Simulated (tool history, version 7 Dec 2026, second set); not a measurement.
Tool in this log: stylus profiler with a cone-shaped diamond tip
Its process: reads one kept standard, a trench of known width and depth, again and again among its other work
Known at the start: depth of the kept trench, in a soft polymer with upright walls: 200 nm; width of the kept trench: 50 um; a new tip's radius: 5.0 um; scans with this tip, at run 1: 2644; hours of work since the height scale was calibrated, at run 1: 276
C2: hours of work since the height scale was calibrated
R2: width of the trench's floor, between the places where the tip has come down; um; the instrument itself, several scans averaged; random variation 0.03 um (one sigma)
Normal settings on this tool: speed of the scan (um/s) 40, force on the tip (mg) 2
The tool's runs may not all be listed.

Run 1, hour 0: usual settings; scans with this tip 2644; C2 276. Result: depth of the trench (nm) 202.65, R2 46.73 um.
Run 2, hour 20.5: usual settings but force on the tip (mg) 1.97; scans with this tip 2747; C2 287. Result: depth of the trench (nm) 202.62, R2 46.8 um.
Run 3, hour 39.5: usual settings but speed of the scan (um/s) 11; scans with this tip 2843; C2 297. Result: depth of the trench (nm) 202.66, R2 46.85 um.
Run 4, hour 56.6: usual settings but speed of the scan (um/s) 25; scans with this tip 2930; C2 306. Result: depth of the trench (nm) 202.65, R2 46.78 um.
Run 5, hour 66.1: usual settings but speed of the scan (um/s) 84; scans with this tip 2978; C2 311. Result: depth of the trench (nm) 202.65, R2 46.55 um.
Run 6, hour 77.5: usual settings but speed of the scan (um/s) 84; scans with this tip 3035; C2 317. Result: depth of the trench (nm) 202.62, R2 46.5 um.
Run 7, hour 98.5: usual settings but force on the tip (mg) 2.9; scans with this tip 3141; C2 328. Result: depth of the trench (nm) 203.38, R2 46.77 um.
Run 8, hour 107.9: usual settings but speed of the scan (um/s) 54, force on the tip (mg) 2.9; scans with this tip 3189; C2 333. Result: depth of the trench (nm) 203.39, R2 46.71 um.
Run 9, hour 118.5: usual settings but speed of the scan (um/s) 54, force on the tip (mg) 2.9; scans with this tip 3242; C2 338. Result: depth of the trench (nm) 203.37, R2 46.74 um.
Run 10, hour 131.4: usual settings but speed of the scan (um/s) 47; scans with this tip 3307; C2 345. Result: depth of the trench (nm) 202.66, R2 46.68 um.
Run 11, hour 146.3: usual settings but speed of the scan (um/s) 47; scans with this tip 3383; C2 353. Result: depth of the trench (nm) 202.67, R2 46.67 um.
Run 12, hour 166.4: usual settings but force on the tip (mg) 2.37; scans with this tip 3484; C2 363. Result: depth of the trench (nm) 202.97, R2 46.76 um.
Run 13, hour 179.9: usual settings but force on the tip (mg) 0.8; scans with this tip 3552; C2 371. Result: depth of the trench (nm) 201.47, R2 46.57 um.
Run 14, hour 197: usual settings but force on the tip (mg) 3.39; scans with this tip 3638; C2 380. Result: depth of the trench (nm) 203.77, R2 46.74 um.
Run 15, hour 217: usual settings but speed of the scan (um/s) 13, force on the tip (mg) 4.51; scans with this tip 3739; C2 390. Result: depth of the trench (nm) 204.53, R2 46.88 um.
Run 16, hour 238.2: usual settings but speed of the scan (um/s) 80, force on the tip (mg) 2.71; scans with this tip 3846; C2 401. Result: depth of the trench (nm) 203.26, R2 46.53 um.
Run 17, hour 253.2: usual settings but speed of the scan (um/s) 80, force on the tip (mg) 2.71; scans with this tip 3922; C2 409. Result: depth of the trench (nm) 203.23, R2 46.57 um.
Run 18, hour 262.2: usual settings but speed of the scan (um/s) 80, force on the tip (mg) 2.71; scans with this tip 3968; C2 414. Result: depth of the trench (nm) 203.24, R2 46.5 um.
Run 19, hour 283.1: usual settings but speed of the scan (um/s) 80, force on the tip (mg) 2.71; scans with this tip 4073; C2 425. Result: depth of the trench (nm) 203.29, R2 46.57 um.
Run 20, hour 295.9: usual settings but speed of the scan (um/s) 80, force on the tip (mg) 2.71; scans with this tip 4138; C2 432. Result: depth of the trench (nm) 203.27, R2 46.53 um.

Run 21, settings as shown, results not yet in. Your forecast:
Run 21, hour 310.3: usual settings but force on the tip (mg) 4.09; scans with this tip 4210; C2 439. Result: depth of the trench (nm) ?, R2 ?.

depth of the trench (nm): 204.28
R2: 46.69 um
If the tool had no hidden condition, the same run with the same run-to-run variation would have returned depth of the trench (nm) 204.18, R2 47.01 um.
